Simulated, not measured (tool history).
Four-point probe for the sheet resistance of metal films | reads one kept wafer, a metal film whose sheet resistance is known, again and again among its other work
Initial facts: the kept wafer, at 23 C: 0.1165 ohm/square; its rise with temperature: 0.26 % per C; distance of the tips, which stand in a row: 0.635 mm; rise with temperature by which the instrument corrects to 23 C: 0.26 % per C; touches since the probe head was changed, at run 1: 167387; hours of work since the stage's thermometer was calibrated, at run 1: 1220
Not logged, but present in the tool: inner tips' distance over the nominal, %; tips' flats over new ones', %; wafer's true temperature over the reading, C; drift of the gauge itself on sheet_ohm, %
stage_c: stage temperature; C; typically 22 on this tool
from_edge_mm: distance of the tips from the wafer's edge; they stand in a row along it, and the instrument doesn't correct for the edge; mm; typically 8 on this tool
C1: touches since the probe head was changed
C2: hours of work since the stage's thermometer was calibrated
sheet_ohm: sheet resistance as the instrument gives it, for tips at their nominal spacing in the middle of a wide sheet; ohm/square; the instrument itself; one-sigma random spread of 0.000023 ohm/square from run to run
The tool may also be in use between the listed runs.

{"run": 1, "hour": 0.0, "stage_c": 22, "from_edge_mm": 8, "C1": 167387, "C2": 1220, "sheet_ohm": 0.116913}
{"run": 2, "hour": 81.5, "stage_c": 22, "from_edge_mm": 8, "C1": 170729, "C2": 1285, "sheet_ohm": 0.116886}
{"run": 3, "hour": 164.4, "stage_c": 22, "from_edge_mm": 23, "C1": 174122, "C2": 1351, "sheet_ohm": 0.116546}
{"run": 4, "hour": 219.5, "stage_c": 22, "from_edge_mm": 23, "C1": 176382, "C2": 1395, "sheet_ohm": 0.116529}
{"run": 5, "hour": 266.4, "stage_c": 22, "from_edge_mm": 8, "C1": 178304, "C2": 1433, "sheet_ohm": 0.116873}
{"run": 6, "hour": 310.8, "stage_c": 22, "from_edge_mm": 8, "C1": 180124, "C2": 1468, "sheet_ohm": 0.116893}
{"run": 7, "hour": 414.7, "stage_c": 22, "from_edge_mm": 8, "C1": 184380, "C2": 1551, "sheet_ohm": 0.116941}
{"run": 8, "hour": 489.9, "stage_c": 22, "from_edge_mm": 7, "C1": 187462, "C2": 1611, "sheet_ohm": 0.117013}
{"run": 9, "hour": 585.8, "stage_c": 22, "from_edge_mm": 7, "C1": 191393, "C2": 1688, "sheet_ohm": 0.117043}
{"run": 10, "hour": 671.1, "stage_c": 22, "from_edge_mm": 63, "C1": 194887, "C2": 1756, "sheet_ohm": 0.116523}
{"run": 11, "hour": 754.1, "stage_c": 22, "from_edge_mm": 63, "C1": 198291, "C2": 1823, "sheet_ohm": 0.11653}
{"run": 12, "hour": 807.0, "stage_c": 25, "from_edge_mm": 64, "C1": 200455, "C2": 1865, "sheet_ohm": 0.116514}
{"run": 13, "hour": 859.4, "stage_c": 21, "from_edge_mm": 7, "C1": 202606, "C2": 1907, "sheet_ohm": 0.117051}
{"run": 14, "hour": 926.2, "stage_c": 22, "from_edge_mm": 5, "C1": 205342, "C2": 1960, "sheet_ohm": 0.117522}

Run 15 comes next. What will it give?
{"run": 15, "hour": 1020.4, "stage_c": 22, "from_edge_mm": 5, "C1": 209203, "C2": 2036, "sheet_ohm": "?"}

{"run 15": {"sheet_ohm": 0.117525}}
With no hidden state in the tool, this same run would have given sheet_ohm 0.117502 ohm/square.
